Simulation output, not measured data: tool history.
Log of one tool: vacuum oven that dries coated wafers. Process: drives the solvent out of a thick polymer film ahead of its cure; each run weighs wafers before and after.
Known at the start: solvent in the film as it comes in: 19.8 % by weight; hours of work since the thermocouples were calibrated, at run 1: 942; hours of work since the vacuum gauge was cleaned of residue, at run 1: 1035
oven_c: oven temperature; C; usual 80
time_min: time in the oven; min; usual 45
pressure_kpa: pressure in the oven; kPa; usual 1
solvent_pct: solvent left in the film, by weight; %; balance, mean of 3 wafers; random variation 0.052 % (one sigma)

| run | day | oven_c | time_min | pressure_kpa | hours of work since the thermocouples were calibrated | hours of work since the vacuum gauge was cleaned of residue | solvent_pct |
|---|---|---|---|---|---|---|---|
| 1 | 0 | 80 | 45 | 1 | 942 | 1035 | 1.54 |
| 2 | 1.633 | 80 | 71 | 1 | 973 | 1066 | 1.01 |
| 3 | 4.829 | 80 | 71 | 1 | 1034 | 1127 | 1.02 |
| 4 | 8.388 | 80 | 71 | 1 | 1101 | 1194 | 0.93 |
|  | 10.938 | vacuum gauge cleaned of residue and calibrated |
| 5 | 11.933 | 80 | 71 | 1 | 1167 | 19 | 1.01 |
| 6 | 14.679 | 80 | 71 | 2.54 | 1219 | 71 | 2.36 |

Forecast run 7:
| 7 | 16.75 | 80 | 71 | 2.54 | 1259 | 110 | ? |

{"run 7": {"solvent_pct": 2.41}}
Without the tool's hidden state the same run would have given solvent_pct 2.39 %.
